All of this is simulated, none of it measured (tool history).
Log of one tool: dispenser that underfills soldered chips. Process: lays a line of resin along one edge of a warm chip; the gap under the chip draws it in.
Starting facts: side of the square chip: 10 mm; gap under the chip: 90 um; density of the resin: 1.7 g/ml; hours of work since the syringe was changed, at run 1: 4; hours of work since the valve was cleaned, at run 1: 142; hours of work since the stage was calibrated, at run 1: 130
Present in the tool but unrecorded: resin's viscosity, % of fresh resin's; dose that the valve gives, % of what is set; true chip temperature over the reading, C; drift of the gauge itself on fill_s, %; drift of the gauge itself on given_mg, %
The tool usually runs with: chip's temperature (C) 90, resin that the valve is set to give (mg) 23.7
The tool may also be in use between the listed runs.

run	hour	chip's temperature (C)	resin that the valve is set to give (mg)	hours of work since the syringe was changed	hours of work since the valve was cleaned	hours of work since the stage was calibrated	time until the resin shows at the far edge (s)	resin that the valve gave (mg)
1	0.0	90	23.7	4	142	130	80.5	20.46
# hour 5.3: new syringe of resin
# hour 6.3: dispensing valve cleaned and set on the balance
2	6.3	90	23.7	0	0	134	58.8	23.77
3	11.3	90	23.7	4	4	138	77.3	23.59
4	15.9	90	23.7	7	7	141	98.0	23.39
# hour 16.5: new syringe of resin
5	20.0	90	23.7	3	10	144	70.1	23.64
6	25.4	90	23.7	7	14	148	92.0	23.55
# hour 26.8: new syringe of resin
7	29.3	90	23.7	2	17	151	68.3	23.59
8	34.7	90	22.8	6	21	155	89.3	22.25
# hour 37.0: new syringe of resin
9	39.2	90	22.8	2	25	158	69.1	22.38
10	44.2	90	22.8	6	28	162	88.0	22.27
# hour 47.4: new syringe of resin
11	48.1	104	23.7	1	31	165	34.5	22.87
12	53.4	104	23.7	5	35	169	45.8	22.98
# hour 57.4: new syringe of resin
13	57.5	104	23.7	0	38	172	34.9	22.84
14	62.1	77	23.7	4	42	175	133.7	22.61
# hour 67.8: new syringe of resin
15	68.3	77	23.7	0	46	180	104.0	22.82
16	71.3	77	23.7	3	49	182	120.4	22.44
17	76.6	77	23.7	7	53	186	158.3	22.78
# hour 78.1: new syringe of resin
18	82.7	87	23.7	4	57	191	84.0	22.39
19	86.1	87	27.1	6	60	193	99.2	25.63
# hour 88.4: new syringe of resin
20	92.2	81	28.6	3	64	198	104.8	27.00
21	94.8	99	23.7	5	66	200	58.8	22.23
22	97.2	81	24.6	7	68	202	136.3	23.01
# hour 98.5: new syringe of resin
23	101.4	81	24.6	2	71	205	98.3	23.00
24	106.3	82	28.0	6	75	209	120.6	25.81
# hour 108.8: new syringe of resin
25	109.3	98	27.8	0	77	211	43.5	25.67
26	111.9	82	22.7	2	79	213	97.2	21.13
27	117.1	81	23.7	6	83	217	132.4	21.73
# hour 118.9: new syringe of resin
28	121.4	81	23.7	2	86	220	100.8	21.87
29	125.6	94	29.8	5	89	223	71.2	27.45
# hour 128.9: new syringe of resin
30	130.3	103	28.8	1	93	226	37.4	26.12
31	132.7	103	28.8	3	95	228	42.1	26.01
32	138.0	92	25.5	7	99	232	85.0	23.04
# hour 139.2: new syringe of resin
33	142.5	90	22.4	3	102	236	70.9	20.33
34	145.1	89	22.1	5	104	238	85.5	19.86
35	148.7	87	22.1	7	107	240	111.8	19.71
# hour 149.3: new syringe of resin
36	152.1	98	26.5	2	109	243	48.6	23.71
37	156.4	103	27.2	5	112	246	50.4	24.34

Each row is a separate what-if for the run after 37, all from the same tool condition, not one after another. Results?
# hour 159.5: new syringe of resin
A	161.4	84	24.2	1	116	250	?	?
# hour 159.5: new syringe of resin
B	161.4	82	22.7	1	116	250	?	?
# hour 159.5: new syringe of resin
C	161.4	103	21.9	1	116	250	?	?

run	time until the resin shows at the far edge (s)	resin that the valve gave (mg)
A	84.5	21.37
B	93.3	20.14
C	39.5	19.39
Stripped of hidden state, with their random variation kept, the same runs would have yielded:
run	time until the resin shows at the far edge (s)	resin that the valve gave (mg)
A	79.3	24.04
B	87.1	22.66
C	36.5	21.83
